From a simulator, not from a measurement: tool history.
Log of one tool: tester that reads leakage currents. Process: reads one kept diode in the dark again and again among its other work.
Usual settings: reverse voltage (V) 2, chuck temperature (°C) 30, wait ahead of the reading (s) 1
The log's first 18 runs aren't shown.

run,hour,reverse voltage (V),chuck temperature (°C),wait ahead of the reading (s),hours of work since the probe card was cleaned,hours of work since the tester was calibrated,hours of work since the chuck was calibrated,current that the tester gives (pA)
# hour 2077.9: probe card cleaned and baked
19,2144.6,2,30,1,29,2290,194,90.71
20,2311,2,30,1,100,2361,265,91.38
21,2395.7,6.89,21,6.27,137,2398,302,76.57
22,2526.4,6.89,21,6.27,193,2454,358,76.68
23,2648.9,6.89,21,6.27,246,2507,410,76.58
24,2772.5,2,50,1,299,2560,464,358.25
25,2857.1,7.45,50,1,335,2596,500,610.48
26,3004.5,2.61,50,4.36,399,2660,563,396.25
27,3092,1.16,47,1,436,2697,601,236.77
28,3243.4,6.13,36,2.25,501,2762,666,220.05
29,3398.1,7.3,30,2.44,568,2829,733,154.04
30,3495,4.14,30,1.98,609,2871,774,121.37
31,3588.4,11.79,29,7.48,650,2911,815,176.45
32,3678.6,11.79,29,7.48,688,2950,853,177.98
33,3767.7,4.26,37,4.88,727,2988,892,202.36
34,3871.5,15.89,37,6.33,771,3033,936,351.86
35,4021.7,5.69,25,0.65,836,3097,1001,99.4
36,4100.7,4.59,30,4.06,870,3131,1035,126.98
37,4194.2,4.59,30,4.06,910,3171,1075,127.12
38,4278.6,2,33,0.89,946,3208,1111,110.8
39,4391.1,3.77,44,0.72,995,3256,1160,308.31

3 ways to go on from here, each from the tool as it stands after run 39. What would each give?
A,4522.9,2,23,1,1052,3313,1216,?
B,4522.9,3.76,44,0.72,1052,3313,1216,?
C,4522.9,2.12,52,1.07,1052,3313,1216,?

run,current that the tester gives (pA)
A,53.54
B,306.7
C,407.88
Without the tool's hidden state the same runs would have given:
run,current that the tester gives (pA)
A,52.88
B,310.16
C,415.07
